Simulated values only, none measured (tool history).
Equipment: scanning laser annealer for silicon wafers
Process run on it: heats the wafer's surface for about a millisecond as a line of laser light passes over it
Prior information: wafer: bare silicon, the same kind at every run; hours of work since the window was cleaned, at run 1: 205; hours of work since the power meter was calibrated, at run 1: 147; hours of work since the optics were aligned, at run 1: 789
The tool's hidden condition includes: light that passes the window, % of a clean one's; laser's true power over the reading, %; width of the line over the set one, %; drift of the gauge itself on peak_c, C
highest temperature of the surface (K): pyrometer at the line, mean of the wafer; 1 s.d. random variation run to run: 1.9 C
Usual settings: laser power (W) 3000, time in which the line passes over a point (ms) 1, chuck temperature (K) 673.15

run	hour	laser power (W)	time in which the line passes over a point (ms)	chuck temperature (K)	hours of work since the window was cleaned	hours of work since the power meter was calibrated	hours of work since the optics were aligned	highest temperature of the surface (K)
1	0	3000	1	673.15	205	147	789	1387.15
2	23.3	3000	1	673.15	214	156	798	1392.15
3	65	3000	1	673.15	231	173	815	1388.15
4	110.8	3000	1	673.15	249	192	834	1383.15
5	153.6	3000	1	673.15	267	209	851	1388.15
6	173.7	3000	1	673.15	275	217	859	1388.15
7	210.2	3000	1	673.15	290	232	874	1384.15
# hour 215.4: window over the wafer cleaned
8	233.9	3000	1	673.15	8	241	883	1379.15
9	270.7	2613	1	684.15	22	255	897	1300.15
10	292.7	2613	1	684.15	31	264	906	1301.15
11	329.1	2613	1	684.15	46	279	921	1303.15
12	373	2654	0.72	673.15	64	297	939	1213.15
13	401.9	3000	0.76	673.15	75	308	950	1301.15

What if the next run were any one of these 5? Each begins from the tool's condition after run 13:
A	421	2735	1.09	673.15	83	316	958	?
B	421	2674	1.13	702.15	83	316	958	?
C	421	2598	0.89	639.15	83	316	958	?
D	421	3099	0.95	690.15	83	316	958	?
E	421	3074	0.81	670.15	83	316	958	?

run	highest temperature of the surface (K)
A	1339.15
B	1365.15
C	1219.15
D	1400.15
E	1330.15
Had the tool no hidden state, the same runs would have come out as:
run	highest temperature of the surface (K)
A	1365.15
B	1391.15
C	1241.15
D	1427.15
E	1356.15
